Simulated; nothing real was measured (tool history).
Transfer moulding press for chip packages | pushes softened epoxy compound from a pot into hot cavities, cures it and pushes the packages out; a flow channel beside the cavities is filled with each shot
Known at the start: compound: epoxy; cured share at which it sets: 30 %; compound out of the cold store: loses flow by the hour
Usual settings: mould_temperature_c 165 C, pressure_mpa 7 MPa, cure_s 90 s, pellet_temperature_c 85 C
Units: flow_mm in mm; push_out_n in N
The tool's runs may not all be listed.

| run | hour | mould_temperature_c | pressure_mpa | cure_s | pellet_temperature_c | incoming compound's hours out of the cold store | flow_mm | push_out_n |
|---|---|---|---|---|---|---|---|---|
| 1 | 0 | 165 | 7 | 90 | 85 | 38.7 | 813 | 395 |
| 2 | 26 | 165 | 7 | 90 | 85 | 22.3 | 846 | 468 |
|  | 38.8 | cavities cleaned with cleaning compound and waxed |
| 3 | 84.4 | 165 | 7 | 90 | 85 | 22.7 | 835 | 455 |
|  | 88.4 | cavities cleaned with cleaning compound and waxed |
| 4 | 124.6 | 165 | 7 | 89 | 85 | 24.2 | 828 | 471 |
|  | 140.6 | cavities cleaned with cleaning compound and waxed |
| 5 | 161.5 | 165 | 7 | 90 | 85 | 37.5 | 793 | 403 |
| 6 | 186.8 | 165 | 7 | 90 | 85 | 37.1 | 788 | 450 |
|  | 191.1 | cavities cleaned with cleaning compound and waxed |
| 7 | 213.4 | 165 | 7 | 90 | 85 | 24.2 | 808 | 428 |
|  | 244.4 | cavities cleaned with cleaning compound and waxed |
| 8 | 273 | 165 | 7 | 90 | 85 | 13 | 823 | 446 |
|  | 294.1 | cavities cleaned with cleaning compound and waxed |
|  | 317.9 | plunger's sealing rings changed |
| 9 | 322.1 | 165 | 7 | 90 | 85 | 9.4 | 891 | 444 |
|  | 348.8 | cavities cleaned with cleaning compound and waxed |
| 10 | 362.5 | 165 | 7 | 90 | 85 | 16.4 | 866 | 400 |
|  | 398.7 | cavities cleaned with cleaning compound and waxed |
| 11 | 405 | 165 | 7 | 90 | 85 | 33.9 | 820 | 380 |
|  | 448.6 | cavities cleaned with cleaning compound and waxed |
| 12 | 464.3 | 165 | 7 | 90 | 83 | 31.6 | 819 | 395 |
|  | 498 | cavities cleaned with cleaning compound and waxed |
| 13 | 520.1 | 165 | 7 | 90 | 83 | 22.3 | 831 | 404 |
|  | 549 | cavities cleaned with cleaning compound and waxed |
| 14 | 551.3 | 163 | 5.34 | 83 | 83 | 29.2 | 708 | 512 |

Run 15 comes next. What will it give?
| 15 | 589.5 | 163 | 8.54 | 90 | 85 | 28.1 | ? | ? |

{"run 15": {"flow_mm": 891, "push_out_n": 522}}
Without the tool's hidden state the same run would have given flow_mm 939 mm, push_out_n 406 N.
